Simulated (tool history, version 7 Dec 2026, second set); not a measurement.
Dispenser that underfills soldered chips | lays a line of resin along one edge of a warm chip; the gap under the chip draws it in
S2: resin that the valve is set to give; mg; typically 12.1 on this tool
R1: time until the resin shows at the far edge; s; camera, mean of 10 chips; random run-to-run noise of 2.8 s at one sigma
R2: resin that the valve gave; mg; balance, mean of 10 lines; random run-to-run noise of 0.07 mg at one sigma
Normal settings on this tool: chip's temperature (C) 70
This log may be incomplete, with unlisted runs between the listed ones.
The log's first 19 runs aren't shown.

At hour 199.2: new syringe of resin.
Run 20, hour 206.3: usual settings but chip's temperature (C) 59. Result: R1 459.4 s, R2 11.94 mg.
At hour 209.3: new syringe of resin.
Run 21, hour 215.4: usual settings but chip's temperature (C) 72, S2 10.7 mg. Result: R1 299.2 s, R2 10.59 mg.
At hour 218.7: new syringe of resin.
At hour 228.6: new syringe of resin.
Run 22, hour 228.6: usual settings but chip's temperature (C) 69, S2 11.8 mg. Result: R1 279.9 s, R2 11.61 mg.
At hour 238.1: new syringe of resin.
Run 23, hour 238.1: usual settings but chip's temperature (C) 69, S2 11.8 mg. Result: R1 283 s, R2 11.78 mg.
At hour 248.1: new syringe of resin.
Run 24, hour 250.1: usual settings but chip's temperature (C) 60, S2 14.8 mg. Result: R1 393.8 s, R2 14.65 mg.
Run 25, hour 256.3: usual settings but chip's temperature (C) 63, S2 10.4 mg. Result: R1 431 s, R2 10.39 mg.
At hour 257.8: new syringe of resin.
At hour 268.1: new syringe of resin.
Run 26, hour 269.9: usual settings but chip's temperature (C) 63, S2 10.4 mg. Result: R1 361.3 s, R2 10.21 mg.
At hour 277.6: new syringe of resin.
Run 27, hour 278: usual settings but chip's temperature (C) 63, S2 10.4 mg. Result: R1 363.3 s, R2 10.08 mg.
At hour 287.1: new syringe of resin.
Run 28, hour 291: usual settings but chip's temperature (C) 58, S2 14.4 mg. Result: R1 428.6 s, R2 14.15 mg.
At hour 297: new syringe of resin.
Run 29, hour 298.9: usual settings but chip's temperature (C) 58, S2 12.6 mg. Result: R1 427.7 s, R2 12.24 mg.
At hour 306.8: new syringe of resin.
Run 30, hour 307.6: usual settings but chip's temperature (C) 65, S2 14.4 mg. Result: R1 318.8 s, R2 14.15 mg.
Run 31, hour 314.3: usual settings but chip's temperature (C) 65, S2 14.4 mg. Result: R1 347 s, R2 13.9 mg.
At hour 316.5: new syringe of resin.
At hour 326.2: new syringe of resin.
Run 32, hour 326.2: usual settings but chip's temperature (C) 65, S2 14.4 mg. Result: R1 304.6 s, R2 14.04 mg.
Run 33, hour 332.2: usual settings but chip's temperature (C) 65, S2 12.7 mg. Result: R1 345.5 s, R2 12.33 mg.

Each row is a separate what-if for the run after 33, all from the same tool condition, not one after another. Results?
At hour 335.8: new syringe of resin.
At hour 340.4: dispensing valve cleaned and set on the balance.
At hour 346.7: new syringe of resin.
Run A, hour 347.5: usual settings but chip's temperature (C) 71, S2 10.9 mg. Result: R1 ?, R2 ?.
At hour 335.8: new syringe of resin.
At hour 340.4: dispensing valve cleaned and set on the balance.
At hour 346.7: new syringe of resin.
Run B, hour 347.5: usual settings but chip's temperature (C) 55, S2 14.5 mg. Result: R1 ?, R2 ?.
At hour 335.8: new syringe of resin.
At hour 340.4: dispensing valve cleaned and set on the balance.
At hour 346.7: new syringe of resin.
Run C, hour 347.5: usual settings but chip's temperature (C) 84, S2 12.7 mg. Result: R1 ?, R2 ?.
At hour 335.8: new syringe of resin.
At hour 340.4: dispensing valve cleaned and set on the balance.
At hour 346.7: new syringe of resin.
Run D, hour 347.5: usual settings but chip's temperature (C) 74. Result: R1 ?, R2 ?.

run     R1     R2
  A  271.2  10.85
  B  445.9  14.41
  C  169.6  12.82
  D  240.7  12.25
Without the tool's hidden state the same runs would have given:
run     R1     R2
  A  275.7  10.85
  B  455.1   14.4
  C    172  12.82
  D  244.5  12.24
